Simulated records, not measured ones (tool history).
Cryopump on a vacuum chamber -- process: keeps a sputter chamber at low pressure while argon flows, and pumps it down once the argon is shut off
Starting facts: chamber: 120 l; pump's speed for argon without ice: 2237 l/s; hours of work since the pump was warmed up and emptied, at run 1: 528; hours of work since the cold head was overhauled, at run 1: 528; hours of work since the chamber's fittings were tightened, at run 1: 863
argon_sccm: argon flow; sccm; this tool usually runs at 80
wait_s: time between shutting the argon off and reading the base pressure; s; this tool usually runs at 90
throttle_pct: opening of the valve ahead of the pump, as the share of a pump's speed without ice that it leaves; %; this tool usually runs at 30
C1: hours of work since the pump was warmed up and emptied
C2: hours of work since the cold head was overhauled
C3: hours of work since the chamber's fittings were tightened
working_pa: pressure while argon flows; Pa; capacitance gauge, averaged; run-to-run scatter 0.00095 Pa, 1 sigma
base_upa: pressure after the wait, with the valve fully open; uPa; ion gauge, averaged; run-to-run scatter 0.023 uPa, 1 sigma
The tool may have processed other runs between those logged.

run 1 hour=0 | argon_sccm=80 wait_s=90 throttle_pct=30 | C1=528 C2=528 C3=863 | working_pa=0.2151 base_upa=1.07
run 2 hour=21 | argon_sccm=80 wait_s=90 throttle_pct=30 | C1=537 C2=537 C3=872 | working_pa=0.2143 base_upa=1.12
run 3 hour=37 | argon_sccm=130 wait_s=90 throttle_pct=30 | C1=544 C2=544 C3=879 | working_pa=0.3465 base_upa=1.11
run 4 hour=58.1 | argon_sccm=130 wait_s=123 throttle_pct=30 | C1=553 C2=553 C3=888 | working_pa=0.351 base_upa=0.96
run 5 hour=89.1 | argon_sccm=106 wait_s=90 throttle_pct=30 | C1=566 C2=566 C3=901 | working_pa=0.2838 base_upa=1.15
run 6 hour=107.4 | argon_sccm=106 wait_s=90 throttle_pct=30 | C1=574 C2=574 C3=909 | working_pa=0.2853 base_upa=1.12
run 7 hour=128 | argon_sccm=106 wait_s=90 throttle_pct=30 | C1=583 C2=583 C3=917 | working_pa=0.2861 base_upa=1.15
run 8 hour=142.2 | argon_sccm=106 wait_s=90 throttle_pct=30 | C1=589 C2=589 C3=923 | working_pa=0.2851 base_upa=1.1
run 9 hour=169.1 | argon_sccm=80 wait_s=90 throttle_pct=30 | C1=600 C2=600 C3=935 | working_pa=0.2185 base_upa=1.13
run 10 hour=200.7 | argon_sccm=80 wait_s=90 throttle_pct=30 | C1=614 C2=614 C3=948 | working_pa=0.2158 base_upa=1.16
run 11 hour=219.5 | argon_sccm=94 wait_s=229 throttle_pct=56 | C1=622 C2=622 C3=956 | working_pa=0.1447 base_upa=0.75
run 12 hour=248 | argon_sccm=115 wait_s=150 throttle_pct=38 | C1=634 C2=634 C3=969 | working_pa=0.2506 base_upa=0.92
run 13 hour=265.2 | argon_sccm=115 wait_s=150 throttle_pct=38 | C1=641 C2=641 C3=976 | working_pa=0.2509 base_upa=0.92
run 14 hour=286.7 | argon_sccm=115 wait_s=150 throttle_pct=38 | C1=650 C2=650 C3=985 | working_pa=0.2515 base_upa=0.97
run 15 hour=305.2 | argon_sccm=34 wait_s=23 throttle_pct=28 | C1=658 C2=658 C3=993 | working_pa=0.0986 base_upa=2.96
run 16 hour=321 | argon_sccm=34 wait_s=23 throttle_pct=28 | C1=665 C2=665 C3=1000 | working_pa=0.0983 base_upa=3.07
run 17 hour=339.6 | argon_sccm=59 wait_s=97 throttle_pct=53 | C1=673 C2=673 C3=1008 | working_pa=0.0971 base_upa=1.14

Forecast each of these 5 alternatives for the next run:
run A hour=357.3 | argon_sccm=84 wait_s=115 throttle_pct=40 | C1=681 C2=681 C3=1015 | working_pa=? base_upa=?
run B hour=357.3 | argon_sccm=41 wait_s=90 throttle_pct=29 | C1=681 C2=681 C3=1015 | working_pa=? base_upa=?
run C hour=357.3 | argon_sccm=80 wait_s=172 throttle_pct=48 | C1=681 C2=681 C3=1015 | working_pa=? base_upa=?
run D hour=357.3 | argon_sccm=56 wait_s=94 throttle_pct=19 | C1=681 C2=681 C3=1015 | working_pa=? base_upa=?
run E hour=357.3 | argon_sccm=154 wait_s=169 throttle_pct=16 | C1=681 C2=681 C3=1015 | working_pa=? base_upa=?

run=A working_pa=0.1767 base_upa=0.98
run=B working_pa=0.1153 base_upa=1.18
run=C working_pa=0.1438 base_upa=0.92
run=D working_pa=0.233 base_upa=1.17
run=E working_pa=0.7616 base_upa=0.92
The same runs, with their run-to-run variation unchanged, on a tool lacking any hidden condition would have given:
run=A working_pa=0.1589 base_upa=0.56
run=B working_pa=0.1066 base_upa=0.74
run=C working_pa=0.1269 base_upa=0.48
run=D working_pa=0.2213 base_upa=0.73
run=E working_pa=0.729 base_upa=0.49
